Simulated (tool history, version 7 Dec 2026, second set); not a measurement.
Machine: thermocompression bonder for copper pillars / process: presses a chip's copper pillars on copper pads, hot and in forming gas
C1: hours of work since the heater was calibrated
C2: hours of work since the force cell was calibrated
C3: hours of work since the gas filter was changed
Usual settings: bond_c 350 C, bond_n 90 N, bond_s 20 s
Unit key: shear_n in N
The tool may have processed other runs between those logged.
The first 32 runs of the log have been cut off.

{"run": 33, "hour": 568.9, "bond_c": 355, "bond_n": 124, "bond_s": 12, "C1": 292, "C2": 1082, "C3": 226, "shear_n": 103.1}
{"run": 34, "hour": 593.2, "bond_c": 355, "bond_n": 124, "bond_s": 12, "C1": 310, "C2": 1099, "C3": 243, "shear_n": 103.4}
{"run": 35, "hour": 617.5, "bond_c": 340, "bond_n": 56, "bond_s": 14, "C1": 328, "C2": 1117, "C3": 261, "shear_n": 49.2}
{"run": 36, "hour": 638.0, "bond_c": 363, "bond_n": 114, "bond_s": 56, "C1": 342, "C2": 1132, "C3": 276, "shear_n": 135.5}
{"run": 37, "hour": 656.9, "bond_c": 363, "bond_n": 114, "bond_s": 56, "C1": 356, "C2": 1146, "C3": 290, "shear_n": 136.0}
{"run": 38, "hour": 668.7, "bond_c": 327, "bond_n": 90, "bond_s": 31, "C1": 365, "C2": 1154, "C3": 298, "shear_n": 91.1}
{"run": 39, "hour": 686.1, "bond_c": 342, "bond_n": 68, "bond_s": 31, "C1": 377, "C2": 1167, "C3": 311, "shear_n": 80.3}
{"hour": 688.2, "done": "gauge calibrated"}
{"run": 40, "hour": 699.4, "bond_c": 342, "bond_n": 68, "bond_s": 31, "C1": 387, "C2": 1177, "C3": 321, "shear_n": 77.9}

4 options for the next run, each taken on its own from the tool as it stands now. Forecast them:
{"run": "A", "hour": 720.0, "bond_c": 337, "bond_n": 107, "bond_s": 22, "C1": 402, "C2": 1192, "C3": 336, "shear_n": "?"}
{"run": "B", "hour": 720.0, "bond_c": 342, "bond_n": 121, "bond_s": 31, "C1": 402, "C2": 1192, "C3": 336, "shear_n": "?"}
{"run": "C", "hour": 720.0, "bond_c": 338, "bond_n": 57, "bond_s": 31, "C1": 402, "C2": 1192, "C3": 336, "shear_n": "?"}
{"run": "D", "hour": 720.0, "bond_c": 351, "bond_n": 85, "bond_s": 20, "C1": 402, "C2": 1192, "C3": 336, "shear_n": "?"}

run=A shear_n=96.7
run=B shear_n=116.4
run=C shear_n=65.0
run=D shear_n=87.1
With the hidden condition removed and each run's random variation left untouched, the same runs would have given:
run=A shear_n=96.8
run=B shear_n=116.5
run=C shear_n=65.1
run=D shear_n=87.2
